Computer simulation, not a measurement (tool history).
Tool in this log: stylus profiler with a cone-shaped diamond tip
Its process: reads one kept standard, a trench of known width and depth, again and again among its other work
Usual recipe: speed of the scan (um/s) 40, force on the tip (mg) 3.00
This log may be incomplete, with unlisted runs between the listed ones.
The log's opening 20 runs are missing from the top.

run,hour,speed of the scan (um/s),force on the tip (mg),scans with this tip,hours of work since the height scale was calibrated,depth of the trench (Å),width of the trench's floor (um)
21,735.0,40,5.08,3224,325,1025.9,28.29
22,772.0,40,5.08,3377,340,1027.0,28.23
23,797.6,40,5.08,3483,351,1027.4,28.29
24,849.6,15,7.27,3698,373,1034.7,28.44
25,890.9,64,5.52,3869,390,1027.9,28.15
26,940.1,22,2.74,4072,411,1018.1,28.30
27,983.2,81,3.59,4251,429,1021.8,28.04
28,1018.7,13,3.30,4397,443,1020.5,28.34
29,1044.7,13,2.92,4505,454,1018.3,28.33
30,1084.4,62,4.26,4669,471,1024.8,28.10
31,1128.9,62,4.26,4853,489,1024.0,28.14
32,1178.3,62,4.26,5058,510,1025.3,28.10
33,1206.2,26,3.68,5173,522,1021.9,28.27
34,1260.4,26,3.68,5397,544,1022.9,28.30
35,1285.2,40,1.40,5500,555,1012.9,28.06
36,1340.4,40,1.40,5728,578,1012.3,28.11
37,1389.7,77,2.00,5932,598,1016.1,27.88
38,1431.6,40,4.88,6106,616,1027.0,28.18
39,1486.8,40,4.88,6334,639,1026.5,28.13
40,1519.0,40,4.88,6467,652,1027.9,28.21
41,1542.0,40,4.88,6563,662,1027.7,28.21
42,1566.9,40,4.88,6665,672,1027.6,28.18

4 options for the next run, each taken on its own from the tool as it stands now. Forecast them:
A,1592.7,20,1.37,6772,683,?,?
B,1592.7,95,1.56,6772,683,?,?
C,1592.7,99,5.02,6772,683,?,?
D,1592.7,71,7.14,6772,683,?,?

run,depth of the trench (Å),width of the trench's floor (um)
A,1013.0,28.21
B,1014.0,27.68
C,1027.9,27.99
D,1034.0,28.09
With the hidden condition removed and each run's random variation left untouched, the same runs would have given:
run,depth of the trench (Å),width of the trench's floor (um)
A,1010.9,28.49
B,1011.9,27.96
C,1025.7,28.27
D,1031.8,28.37
